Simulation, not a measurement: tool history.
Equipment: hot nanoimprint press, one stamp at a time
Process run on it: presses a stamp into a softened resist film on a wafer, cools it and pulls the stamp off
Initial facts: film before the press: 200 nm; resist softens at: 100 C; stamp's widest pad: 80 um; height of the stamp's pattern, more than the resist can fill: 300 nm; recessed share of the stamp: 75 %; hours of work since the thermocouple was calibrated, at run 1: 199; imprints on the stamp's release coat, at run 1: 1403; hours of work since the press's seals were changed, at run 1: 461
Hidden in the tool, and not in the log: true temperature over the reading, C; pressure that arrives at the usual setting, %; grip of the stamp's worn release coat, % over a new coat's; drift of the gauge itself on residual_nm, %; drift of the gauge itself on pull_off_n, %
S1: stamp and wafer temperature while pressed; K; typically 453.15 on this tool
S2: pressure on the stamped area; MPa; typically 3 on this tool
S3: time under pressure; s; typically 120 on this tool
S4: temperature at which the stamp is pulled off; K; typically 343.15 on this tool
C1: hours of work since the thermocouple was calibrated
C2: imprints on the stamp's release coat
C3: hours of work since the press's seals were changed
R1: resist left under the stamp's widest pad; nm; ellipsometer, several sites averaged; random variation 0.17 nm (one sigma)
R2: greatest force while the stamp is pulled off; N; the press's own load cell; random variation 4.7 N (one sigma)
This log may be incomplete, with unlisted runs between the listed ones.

run,day,S1,S2,S3,S4,C1,C2,C3,R1,R2
1,0,453.15,3,120,343.15,199,1403,461,77.7,348
2,0.438,453.15,3,120,343.15,205,1433,467,77.9,378
3,1.054,453.15,3,120,343.15,214,1476,475,77.6,374
4,1.838,453.15,3,120,343.15,225,1531,486,77.6,387
5,2.775,453.15,3,120,343.15,239,1597,500,77.6,406
6,3.6,447.15,3,120,343.15,250,1654,511,91.1,395
7,4.45,447.15,3,120,343.15,262,1714,524,91.4,401
8,5.192,453.15,3,69,343.15,273,1765,534,96.8,398
9,6.125,453.15,3,120,340.15,286,1831,547,77.3,424
10,6.525,453.15,3,120,340.15,292,1859,553,77.1,421
11,7.017,453.15,3,120,343.15,299,1893,560,77.5,412
12,7.712,453.15,3,120,343.15,308,1942,570,77.3,412
13,8.554,453.15,3,120,343.15,320,2000,582,77.1,446
14,9.017,448.15,3.74,76,329.15,327,2033,588,96.9,516
15,9.512,448.15,3.74,76,329.15,334,2067,595,96.4,526
16,10.425,452.15,1.85,64,340.15,347,2131,608,120,461
17,11.371,465.15,4.33,204,343.15,360,2197,621,37.4,456
18,11.85,451.15,4.05,172,345.15,367,2230,628,61.2,431
19,12.546,447.15,2.42,172,345.15,377,2279,638,85.7,452
# day 13.275: stamp cleaned and given a new release coat
20,13.354,453.15,2.01,120,343.15,385,5,646,90.9,225
21,14.3,453.15,2.01,120,345.15,398,71,659,90.3,218
22,15.125,465.15,2.01,120,341.15,410,129,671,67.6,237
23,15.967,465.15,2.99,120,350.15,422,188,683,56.6,225
24,16.525,465.15,2.99,120,350.15,430,227,691,56.7,220
25,17.15,448.15,2.56,74,350.15,439,270,700,111.5,226

3 options for the next run, each taken on its own from the tool as it stands now. Forecast them:
A,17.592,449.15,4.61,120,343.15,445,301,706,?,?
B,17.592,448.15,2.75,74,350.15,445,301,706,?,?
C,17.592,447.15,3.93,90,350.15,445,301,706,?,?

run,R1,R2
A,71.8,253
B,108.8,230
C,91.1,233
Stripped of hidden state, with their random variation kept, the same runs would have yielded:
run,R1,R2
A,72.9,231
B,111.5,211
C,92.9,213

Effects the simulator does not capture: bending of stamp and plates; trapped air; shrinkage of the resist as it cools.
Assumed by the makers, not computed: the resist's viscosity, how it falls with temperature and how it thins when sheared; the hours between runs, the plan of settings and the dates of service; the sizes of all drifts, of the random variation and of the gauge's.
